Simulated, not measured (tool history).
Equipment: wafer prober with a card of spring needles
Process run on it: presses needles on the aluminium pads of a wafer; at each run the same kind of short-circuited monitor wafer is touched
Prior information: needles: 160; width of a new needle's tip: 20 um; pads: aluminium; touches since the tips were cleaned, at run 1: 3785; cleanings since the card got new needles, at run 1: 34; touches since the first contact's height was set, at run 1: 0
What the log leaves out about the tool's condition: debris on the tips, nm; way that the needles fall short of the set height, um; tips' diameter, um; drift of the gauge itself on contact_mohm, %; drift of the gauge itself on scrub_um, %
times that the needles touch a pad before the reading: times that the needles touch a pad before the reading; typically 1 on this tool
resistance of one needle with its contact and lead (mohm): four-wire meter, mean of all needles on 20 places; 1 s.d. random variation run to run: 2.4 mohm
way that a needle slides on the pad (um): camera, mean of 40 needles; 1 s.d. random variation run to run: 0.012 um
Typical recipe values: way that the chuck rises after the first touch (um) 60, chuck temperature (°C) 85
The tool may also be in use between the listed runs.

run     day  way that the chuck rises after the first touch (um)  chuck temperature (°C)  times that the needles touch a pad before the reading  touches since the tips were cleaned  cleanings since the card got new needles  touches since the first contact's height was set  resistance of one needle with its contact and lead (mohm)  way that a needle slides on the pad (um)
  1       0                                                   60                      85                                                      1                                 3785                                        34                                                 0                                                        348                                      7.64
      0.733  -- tips cleaned on abrasive film
  2   1.208                                                   60                      85                                                      1                                 2799                                        35                                              7087                                                        356                                      7.64
      2.162  -- tips cleaned on abrasive film
  3   2.862                                                   60                      85                                                      1                                 4111                                        36                                             16780                                                        373                                      7.63
      3.575  -- tips cleaned on abrasive film
  4    4.65                                                   60                      85                                                      1                                 6323                                        37                                             27284                                                        384                                      7.61
      5.075  -- tips cleaned on abrasive film
  5   6.204                                                   60                      85                                                      1                                 6641                                        38                                             36390                                                        395                                      7.61
      6.546  -- tips cleaned on abrasive film
      8.021  -- tips cleaned on abrasive film
  6   9.038                                                   60                      85                                                      1                                 5988                                        40                                             53019                                                        392                                      7.62
      9.517  -- tips cleaned on abrasive film
  7  10.333                                                   60                      85                                                      1                                 4806                                        41                                             60613                                                        368                                      7.59
     11.104  -- tips cleaned on abrasive film
  8  11.679                                                   60                      85                                                      1                                 3383                                        42                                             68504                                                        368                                      7.58
     12.546  -- tips cleaned on abrasive film
     14.021  -- tips cleaned on abrasive film
  9  14.021                                                   60                      85                                                      2                                    0                                        44                                             82234                                                        280                                      7.56
 10  15.325                                                   60                      85                                                      2                                 7667                                        44                                             89901                                                        350                                      7.53
       15.5  -- tips cleaned on abrasive film
         17  -- tips cleaned on abrasive film
 11  17.188                                                   60                      85                                                      2                                 1096                                        46                                            100799                                                        295                                      7.54
     18.388  -- tips cleaned on abrasive film
 12  18.392                                                   60                      85                                                      2                                   24                                        47                                            107857                                                        274                                      7.49
     19.946  -- tips cleaned on abrasive film
 13  20.408                                                   60                      29                                                      1                                 2702                                        48                                            119690                                                        344                                      7.52
     21.433  -- tips cleaned on abrasive film
 14    22.5                                                   60                      29                                                      1                                 6295                                        49                                            131989                                                        396                                      7.48
     22.862  -- tips cleaned on abrasive film
 15  24.125                                                   66                      65                                                      3                                 7419                                        50                                            141504                                                        305                                      8.23
     24.271  -- tips cleaned on abrasive film
 16    25.5                                                   66                      65                                                      3                                 7238                                        51                                            149580                                                        311                                      8.23
     25.696  -- tips cleaned on abrasive film
     26.379  -- height of the first contact set anew
     27.088  -- tips cleaned on abrasive film
 17  27.088                                                   46                     116                                                      2                                    0                                        53                                              4142                                                        295                                      5.86
     28.458  -- tips cleaned on abrasive film
 18  28.479                                                   46                     116                                                      2                                  134                                        54                                             12298                                                        302                                      5.84
 19  29.633                                                   46                     116                                                      2                                 6928                                        54                                             19092                                                        414                                      5.86
     29.958  -- tips cleaned on abrasive film
     31.492  -- tips cleaned on abrasive film
 20  32.321                                                   58                     116                                                      2                                 4866                                        56                                             34839                                                        357                                      7.34
     33.058  -- tips cleaned on abrasive film
     34.496  -- tips cleaned on abrasive film
 21  34.892                                                   56                      85                                                      3                                 2338                                        58                                             49914                                                        303                                      7.07
     35.942  -- tips cleaned on abrasive film
 22  37.138                                                   56                      85                                                      3                                 7035                                        59                                             63104                                                        328                                      7.05
     37.392  -- tips cleaned on abrasive film
     38.933  -- tips cleaned on abrasive film
 23   39.45                                                   56                      85                                                      3                                 3045                                        61                                             76655                                                        313                                      7.04
     40.392  -- tips cleaned on abrasive film
     41.754  -- tips cleaned on abrasive film
 24      42                                                   44                      42                                                      1                                 1434                                        63                                             91597                                                        368                                       5.5
     43.304  -- tips cleaned on abrasive film
 25  43.992                                                   43                     107                                                      1                                 4042                                        64                                            103305                                                        501                                      5.35
     44.812  -- tips cleaned on abrasive film
 26  45.933                                                   60                      85                                                      2                                 6583                                        65                                            114690                                                        352                                       7.5
     46.388  -- tips cleaned on abrasive film
 27   47.55                                                   60                      85                                                      2                                 6835                                        66                                            124168                                                        351                                      7.49

Each row is a separate what-if for the run after 27, all from the same tool condition, not one after another. Results?
     47.771  -- tips cleaned on abrasive film
     49.271  -- tips cleaned on abrasive film
  A  49.296                                                   68                      75                                                      1                                  146                                        68                                            134393                                                          ?                                         ?
     47.771  -- tips cleaned on abrasive film
     49.271  -- tips cleaned on abrasive film
  B  49.296                                                   42                      85                                                      2                                  146                                        68                                            134393                                                          ?                                         ?
     47.771  -- tips cleaned on abrasive film
     49.271  -- tips cleaned on abrasive film
  C  49.296                                                   46                      92                                                      2                                  146                                        68                                            134393                                                          ?                                         ?

run  resistance of one needle with its contact and lead (mohm)  way that a needle slides on the pad (um)
  A                                                        274                                      8.49
  B                                                        295                                      5.19
  C                                                        292                                      5.67
Without the tool's hidden state the same runs would have given:
run  resistance of one needle with its contact and lead (mohm)  way that a needle slides on the pad (um)
  A                                                        261                                      8.68
  B                                                        275                                      5.37
  C                                                        275                                      5.85
